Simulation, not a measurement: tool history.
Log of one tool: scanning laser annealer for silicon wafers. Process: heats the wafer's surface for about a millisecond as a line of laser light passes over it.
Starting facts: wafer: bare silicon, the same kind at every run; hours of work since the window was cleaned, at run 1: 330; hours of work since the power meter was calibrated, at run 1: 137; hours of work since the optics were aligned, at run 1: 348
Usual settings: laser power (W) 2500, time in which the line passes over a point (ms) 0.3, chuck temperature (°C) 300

| run | hour | laser power (W) | time in which the line passes over a point (ms) | chuck temperature (°C) | hours of work since the window was cleaned | hours of work since the power meter was calibrated | hours of work since the optics were aligned | highest temperature of the surface (°C) |
|---|---|---|---|---|---|---|---|---|
| 1 | 0 | 2500 | 0.3 | 300 | 330 | 137 | 348 | 980 |
| 2 | 29.1 | 2430 | 0.3 | 300 | 344 | 151 | 361 | 962 |
| 3 | 53.4 | 2430 | 0.3 | 300 | 355 | 162 | 372 | 957 |
| 4 | 69.3 | 2746 | 0.3 | 300 | 362 | 169 | 379 | 1046 |
| 5 | 92.2 | 2500 | 0.3 | 300 | 372 | 179 | 390 | 978 |
| 6 | 109.6 | 2500 | 0.3 | 300 | 380 | 187 | 397 | 976 |
| 7 | 131.8 | 2500 | 0.3 | 300 | 390 | 197 | 407 | 976 |
| 8 | 148.8 | 2500 | 0.3 | 300 | 398 | 205 | 415 | 973 |
| 9 | 173 | 2500 | 0.3 | 300 | 409 | 216 | 426 | 972 |
| 10 | 193.3 | 2500 | 0.3 | 300 | 418 | 225 | 435 | 977 |
| 11 | 205.5 | 2500 | 0.3 | 300 | 423 | 230 | 441 | 973 |
| 12 | 217.8 | 2500 | 0.3 | 300 | 429 | 236 | 446 | 972 |
| 13 | 244.4 | 2500 | 0.3 | 316 | 441 | 248 | 458 | 985 |
| 14 | 259.6 | 2635 | 0.3 | 300 | 448 | 255 | 465 | 1007 |
| 15 | 274.9 | 2635 | 0.3 | 300 | 455 | 262 | 472 | 1009 |
| 16 | 302 | 2500 | 0.264 | 300 | 467 | 274 | 484 | 928 |
| 17 | 317.9 | 2500 | 0.264 | 300 | 474 | 281 | 492 | 928 |
| 18 | 340 | 2500 | 0.264 | 300 | 484 | 291 | 502 | 923 |
| 19 | 360.7 | 2500 | 0.264 | 262 | 493 | 300 | 511 | 886 |
| 20 | 379.8 | 2500 | 0.264 | 262 | 502 | 309 | 520 | 891 |
| 21 | 399.2 | 2500 | 0.264 | 262 | 511 | 318 | 528 | 883 |
| 22 | 423.5 | 2519 | 0.244 | 327 | 522 | 329 | 539 | 934 |
| 23 | 436.2 | 2519 | 0.244 | 327 | 527 | 335 | 545 | 933 |
|  | 446.8 | window over the wafer cleaned |
| 24 | 465.8 | 2733 | 0.3 | 321 | 9 | 347 | 557 | 1101 |
| 25 | 482.6 | 2387 | 0.242 | 300 | 16 | 355 | 565 | 908 |
| 26 | 495.6 | 2387 | 0.242 | 300 | 22 | 360 | 571 | 908 |
| 27 | 519.3 | 2387 | 0.242 | 300 | 33 | 371 | 582 | 907 |
| 28 | 548.2 | 2688 | 0.3 | 300 | 46 | 384 | 595 | 1063 |
| 29 | 564.6 | 2256 | 0.283 | 300 | 53 | 392 | 602 | 919 |
| 30 | 581.9 | 2256 | 0.283 | 300 | 61 | 399 | 610 | 919 |
| 31 | 609.5 | 2402 | 0.283 | 310 | 74 | 412 | 622 | 968 |
| 32 | 635.2 | 2402 | 0.285 | 337 | 85 | 423 | 634 | 999 |
| 33 | 650.1 | 2402 | 0.292 | 291 | 92 | 430 | 641 | 957 |
| 34 | 674.6 | 2402 | 0.292 | 291 | 103 | 441 | 652 | 957 |
| 35 | 693.4 | 2662 | 0.277 | 300 | 111 | 450 | 660 | 1020 |
| 36 | 714.3 | 2558 | 0.219 | 290 | 121 | 459 | 670 | 904 |
| 37 | 734.8 | 2664 | 0.376 | 332 | 130 | 469 | 679 | 1166 |
| 38 | 751.4 | 2664 | 0.376 | 332 | 138 | 476 | 687 | 1165 |
| 39 | 779.8 | 2256 | 0.366 | 284 | 150 | 489 | 699 | 976 |
| 40 | 793.9 | 2256 | 0.366 | 284 | 157 | 495 | 706 | 979 |

For each run, the measured value with the value that run would have given without the tool's hidden condition subtracted. The run-to-run variation is shared by both, the gauge scatter possibly not:
The tool's hidden condition here consists of: light that passes the window, % of a clean one's; laser's true power over the reading, %; width of the line over the set one, %; drift of the gauge itself on peak_c, C.
| run | highest temperature of the surface (°C) |
|---|---|
| 1 | -34 |
| 2 | -34 |
| 3 | -35 |
| 4 | -40 |
| 5 | -37 |
| 6 | -38 |
| 7 | -38 |
| 8 | -39 |
| 9 | -40 |
| 10 | -41 |
| 11 | -42 |
| 12 | -42 |
| 13 | -43 |
| 14 | -46 |
| 15 | -46 |
| 16 | -42 |
| 17 | -43 |
| 18 | -44 |
| 19 | -44 |
| 20 | -45 |
| 21 | -45 |
| 22 | -45 |
| 23 | -45 |
| 24 | -4 |
| 25 | -4 |
| 26 | -5 |
| 27 | -5 |
| 28 | -7 |
| 29 | -7 |
| 30 | -7 |
| 31 | -8 |
| 32 | -10 |
| 33 | -10 |
| 34 | -11 |
| 35 | -13 |
| 36 | -12 |
| 37 | -16 |
| 38 | -18 |
| 39 | -16 |
| 40 | -16 |
